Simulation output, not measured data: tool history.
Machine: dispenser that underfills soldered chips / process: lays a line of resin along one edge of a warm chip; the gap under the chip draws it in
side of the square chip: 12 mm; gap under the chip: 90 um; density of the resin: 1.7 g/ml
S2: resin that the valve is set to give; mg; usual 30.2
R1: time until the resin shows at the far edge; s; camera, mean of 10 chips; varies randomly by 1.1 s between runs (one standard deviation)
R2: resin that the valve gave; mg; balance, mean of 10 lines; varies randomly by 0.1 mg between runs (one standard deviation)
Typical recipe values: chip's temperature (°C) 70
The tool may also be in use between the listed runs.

{"run": 1, "day": 0.0, "chip's temperature (°C)": 70, "S2": 30.2, "R1": 127.6, "R2": 28.83}
{"run": 2, "day": 0.267, "chip's temperature (°C)": 70, "S2": 29.2, "R1": 163.5, "R2": 27.86}
{"run": 3, "day": 0.412, "chip's temperature (°C)": 70, "S2": 29.2, "R1": 184.1, "R2": 27.9}
{"day": 0.508, "done": "new syringe of resin"}
{"run": 4, "day": 0.654, "chip's temperature (°C)": 70, "S2": 30.2, "R1": 128.1, "R2": 28.77}
{"run": 5, "day": 0.775, "chip's temperature (°C)": 70, "S2": 30.2, "R1": 141.5, "R2": 28.66}
{"day": 0.992, "done": "dispensing valve cleaned and set on the balance"}
{"run": 6, "day": 1.054, "chip's temperature (°C)": 70, "S2": 30.2, "R1": 170.8, "R2": 30.25}
{"day": 1.229, "done": "new syringe of resin"}
{"run": 7, "day": 1.308, "chip's temperature (°C)": 57, "S2": 30.2, "R1": 229.3, "R2": 30.25}
{"run": 8, "day": 1.512, "chip's temperature (°C)": 57, "S2": 30.2, "R1": 273.6, "R2": 30.12}
{"run": 9, "day": 1.721, "chip's temperature (°C)": 70, "S2": 34, "R1": 163.2, "R2": 34.1}
{"run": 10, "day": 1.833, "chip's temperature (°C)": 70, "S2": 34, "R1": 178, "R2": 34}
{"day": 1.908, "done": "new syringe of resin"}
{"run": 11, "day": 2.05, "chip's temperature (°C)": 59, "S2": 30.2, "R1": 222.3, "R2": 30.12}
{"run": 12, "day": 2.196, "chip's temperature (°C)": 59, "S2": 30.2, "R1": 246.2, "R2": 29.89}
{"run": 13, "day": 2.429, "chip's temperature (°C)": 70, "S2": 31.3, "R1": 171, "R2": 30.96}
{"day": 2.579, "done": "new syringe of resin"}
{"run": 14, "day": 2.629, "chip's temperature (°C)": 70, "S2": 30.2, "R1": 113.8, "R2": 29.94}
{"run": 15, "day": 2.762, "chip's temperature (°C)": 70, "S2": 30.8, "R1": 127, "R2": 30.43}
{"run": 16, "day": 2.975, "chip's temperature (°C)": 69, "S2": 30.2, "R1": 163.1, "R2": 29.69}
{"run": 17, "day": 3.138, "chip's temperature (°C)": 61, "S2": 30.2, "R1": 284, "R2": 29.61}
{"day": 3.258, "done": "new syringe of resin"}
{"run": 18, "day": 3.329, "chip's temperature (°C)": 70, "S2": 30.2, "R1": 117.2, "R2": 29.91}
{"run": 19, "day": 3.588, "chip's temperature (°C)": 71, "S2": 31, "R1": 141.8, "R2": 30.37}
{"run": 20, "day": 3.779, "chip's temperature (°C)": 71, "S2": 31, "R1": 165.5, "R2": 30.49}
{"day": 3.929, "done": "new syringe of resin"}
{"run": 21, "day": 4.012, "chip's temperature (°C)": 81, "S2": 28.9, "R1": 72.3, "R2": 28.42}
{"run": 22, "day": 4.267, "chip's temperature (°C)": 81, "S2": 28.9, "R1": 90.1, "R2": 28.28}
{"run": 23, "day": 4.392, "chip's temperature (°C)": 81, "S2": 28.9, "R1": 97.2, "R2": 28.24}
{"day": 4.608, "done": "new syringe of resin"}
{"run": 24, "day": 4.646, "chip's temperature (°C)": 58, "S2": 30.9, "R1": 214.3, "R2": 30.14}
{"run": 25, "day": 4.9, "chip's temperature (°C)": 58, "S2": 30.9, "R1": 272.5, "R2": 30.04}
{"run": 26, "day": 5.154, "chip's temperature (°C)": 76, "S2": 37.8, "R1": 127.9, "R2": 36.66}
{"day": 5.283, "done": "new syringe of resin"}
{"run": 27, "day": 5.4, "chip's temperature (°C)": 64, "S2": 29.8, "R1": 172.3, "R2": 28.92}
{"run": 28, "day": 5.538, "chip's temperature (°C)": 64, "S2": 29.8, "R1": 194.8, "R2": 28.75}
{"run": 29, "day": 5.658, "chip's temperature (°C)": 64, "S2": 29.8, "R1": 213.4, "R2": 28.92}
{"run": 30, "day": 5.9, "chip's temperature (°C)": 61, "S2": 30.2, "R1": 306.6, "R2": 29.03}
{"day": 5.95, "done": "new syringe of resin"}
{"run": 31, "day": 6.033, "chip's temperature (°C)": 77, "S2": 33.7, "R1": 84, "R2": 32.56}
{"run": 32, "day": 6.15, "chip's temperature (°C)": 77, "S2": 33.7, "R1": 92.3, "R2": 32.47}
{"run": 33, "day": 6.292, "chip's temperature (°C)": 63, "S2": 35.7, "R1": 208.7, "R2": 34.29}
{"run": 34, "day": 6.438, "chip's temperature (°C)": 66, "S2": 38.1, "R1": 203.5, "R2": 36.7}
{"day": 6.612, "done": "new syringe of resin"}
{"run": 35, "day": 6.612, "chip's temperature (°C)": 66, "S2": 38.1, "R1": 130.6, "R2": 36.57}

Forecast each of these 3 alternatives for the next run:
{"run": "A", "day": 6.812, "chip's temperature (°C)": 73, "S2": 30.7, "R1": "?", "R2": "?"}
{"run": "B", "day": 6.812, "chip's temperature (°C)": 63, "S2": 31.5, "R1": "?", "R2": "?"}
{"run": "C", "day": 6.812, "chip's temperature (°C)": 71, "S2": 31.7, "R1": "?", "R2": "?"}

run=A R1=111.9 R2=29.2
run=B R1=190.7 R2=30.19
run=C R1=126.5 R2=30.39
Stripped of hidden state, with their random variation kept, the same runs would have yielded:
run=A R1=90 R2=30.46
run=B R1=153.1 R2=31.49
run=C R1=101.9 R2=31.71
